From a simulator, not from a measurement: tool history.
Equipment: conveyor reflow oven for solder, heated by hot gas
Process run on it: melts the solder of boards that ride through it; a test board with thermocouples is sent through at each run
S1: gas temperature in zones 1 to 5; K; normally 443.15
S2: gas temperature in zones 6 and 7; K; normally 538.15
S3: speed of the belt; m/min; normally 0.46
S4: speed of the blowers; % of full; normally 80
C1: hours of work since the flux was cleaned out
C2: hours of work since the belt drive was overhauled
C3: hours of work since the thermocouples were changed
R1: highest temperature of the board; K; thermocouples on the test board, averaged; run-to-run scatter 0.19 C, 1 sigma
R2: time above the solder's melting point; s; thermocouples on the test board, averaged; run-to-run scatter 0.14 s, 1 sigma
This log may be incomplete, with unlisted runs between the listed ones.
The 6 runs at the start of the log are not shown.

-- hour=72.9 flux residue cleaned out of gas plates and filters
run 7 hour=91.4 | S1=449.15 S2=538.15 S3=0.46 S4=80 | C1=12 C2=301 C3=232 | R1=525.75 R2=61.3
run 8 hour=101.5 | S1=449.15 S2=538.15 S3=0.46 S4=80 | C1=19 C2=308 C3=239 | R1=525.95 R2=60.9
-- hour=124 flux residue cleaned out of gas plates and filters, once more
run 9 hour=124.2 | S1=449.15 S2=538.15 S3=0.46 S4=80 | C1=0 C2=320 C3=251 | R1=526.95 R2=62.3
run 10 hour=137.2 | S1=443.15 S2=538.15 S3=0.533 S4=80 | C1=9 C2=328 C3=259 | R1=522.15 R2=47.8
run 11 hour=151.8 | S1=443.15 S2=538.15 S3=0.46 S4=80 | C1=19 C2=338 C3=269 | R1=526.05 R2=59.3
run 12 hour=171.3 | S1=443.15 S2=538.15 S3=0.46 S4=80 | C1=31 C2=351 C3=282 | R1=526.45 R2=59.6
run 13 hour=188 | S1=443.15 S2=538.15 S3=0.46 S4=80 | C1=43 C2=362 C3=293 | R1=526.15 R2=59.7
run 14 hour=208 | S1=443.15 S2=538.15 S3=0.46 S4=80 | C1=56 C2=376 C3=306 | R1=526.15 R2=59.6
run 15 hour=222.5 | S1=443.15 S2=538.15 S3=0.521 S4=80 | C1=66 C2=385 C3=316 | R1=522.65 R2=49.1
run 16 hour=235.2 | S1=457.15 S2=531.15 S3=0.476 S4=79 | C1=74 C2=394 C3=325 | R1=520.45 R2=58.6
run 17 hour=244 | S1=457.15 S2=531.15 S3=0.476 S4=79 | C1=80 C2=400 C3=330 | R1=520.25 R2=58.3
run 18 hour=256.7 | S1=443.15 S2=527.15 S3=0.46 S4=80 | C1=88 C2=408 C3=339 | R1=515.85 R2=51.7
run 19 hour=268.2 | S1=431.15 S2=547.15 S3=0.46 S4=80 | C1=96 C2=416 C3=347 | R1=532.35 R2=59.2
run 20 hour=280.2 | S1=445.15 S2=534.15 S3=0.484 S4=74 | C1=104 C2=424 C3=355 | R1=519.95 R2=52
run 21 hour=299.7 | S1=452.15 S2=538.15 S3=0.46 S4=80 | C1=117 C2=437 C3=367 | R1=526.55 R2=63.2
run 22 hour=318.6 | S1=452.15 S2=538.15 S3=0.46 S4=80 | C1=130 C2=449 C3=380 | R1=526.75 R2=63
run 23 hour=327.3 | S1=443.15 S2=538.15 S3=0.384 S4=88 | C1=135 C2=455 C3=386 | R1=530.55 R2=76.8
run 24 hour=336 | S1=444.15 S2=538.15 S3=0.527 S4=80 | C1=141 C2=461 C3=392 | R1=522.15 R2=48.2
run 25 hour=347.3 | S1=444.15 S2=538.15 S3=0.527 S4=80 | C1=149 C2=468 C3=399 | R1=521.75 R2=48.2
run 26 hour=367.7 | S1=444.15 S2=538.15 S3=0.527 S4=80 | C1=162 C2=482 C3=413 | R1=521.85 R2=48.1
-- hour=375.6 flux residue cleaned out of gas plates and filters
run 27 hour=389.6 | S1=444.15 S2=538.15 S3=0.527 S4=80 | C1=9 C2=493 C3=424 | R1=522.65 R2=49.2
run 28 hour=406.5 | S1=444.15 S2=538.15 S3=0.527 S4=80 | C1=21 C2=504 C3=435 | R1=522.55 R2=48.9
run 29 hour=418.6 | S1=444.15 S2=538.15 S3=0.527 S4=80 | C1=29 C2=512 C3=443 | R1=522.45 R2=48.6

Run 30 has not been measured yet. What should we expect?
run 30 hour=427 | S1=444.15 S2=528.15 S3=0.527 S4=67 | C1=34 C2=518 C3=449 | R1=? R2=?

R1: 510.55 K
R2: 37.9 s
Take away the tool's hidden state, keep the run-to-run variation as it was, and the same run would have given R1 511.65 K, R2 38.8 s.

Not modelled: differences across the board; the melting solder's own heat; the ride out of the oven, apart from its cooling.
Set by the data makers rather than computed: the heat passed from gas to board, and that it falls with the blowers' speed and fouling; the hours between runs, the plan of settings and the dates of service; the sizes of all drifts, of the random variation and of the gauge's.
